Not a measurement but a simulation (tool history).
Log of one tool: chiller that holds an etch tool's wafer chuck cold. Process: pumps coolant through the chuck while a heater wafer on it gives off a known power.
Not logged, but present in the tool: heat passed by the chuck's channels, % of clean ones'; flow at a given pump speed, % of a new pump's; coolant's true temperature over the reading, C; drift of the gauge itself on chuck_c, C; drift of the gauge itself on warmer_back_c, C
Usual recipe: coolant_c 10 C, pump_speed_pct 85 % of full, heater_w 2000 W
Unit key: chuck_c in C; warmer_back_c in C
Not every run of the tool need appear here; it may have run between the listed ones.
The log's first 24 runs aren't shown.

run,hour,coolant_c,pump_speed_pct,heater_w,hours since the coolant was changed and the channels were flushed,hours since the pump was overhauled,hours since the chiller's thermometer was calibrated,chuck_c,warmer_back_c
25,3780.3,3,68,2810,2926,2508,1878,29.0,7.39
26,3881.1,7,83,1384,3027,2609,1979,18.8,2.99
27,4073.4,7,83,1384,3219,2801,2171,19.0,3.02
28,4217.6,7,83,1384,3363,2945,2315,19.1,3.00
29,4319.0,11,61,1384,3465,3047,2417,25.0,4.00
30,4499.9,3,76,1513,3645,3227,2598,16.9,3.61
31,4640.7,10,95,2000,3786,3368,2738,26.5,3.85
32,4848.8,10,98,1890,3994,3576,2947,25.8,3.60

Consider 4 possible next runs. They are alternatives, not a sequence: every one starts from the tool as it was left by run 32. What does each give?
A,5076.4,5,85,2000,4222,3804,3174,?,?
B,5076.4,15,85,1043,4222,3804,3174,?,?
C,5076.4,12,77,1890,4222,3804,3174,?,?
D,5076.4,10,71,2000,4222,3804,3174,?,?

run,chuck_c,warmer_back_c
A,23.1,4.35
B,24.7,2.26
C,29.9,4.45
D,29.6,5.13
The same runs, with their run-to-run variation unchanged, on a tool lacking any hidden condition would have given:
run,chuck_c,warmer_back_c
A,19.3,4.05
B,22.4,2.10
C,26.1,4.14
D,25.5,4.77
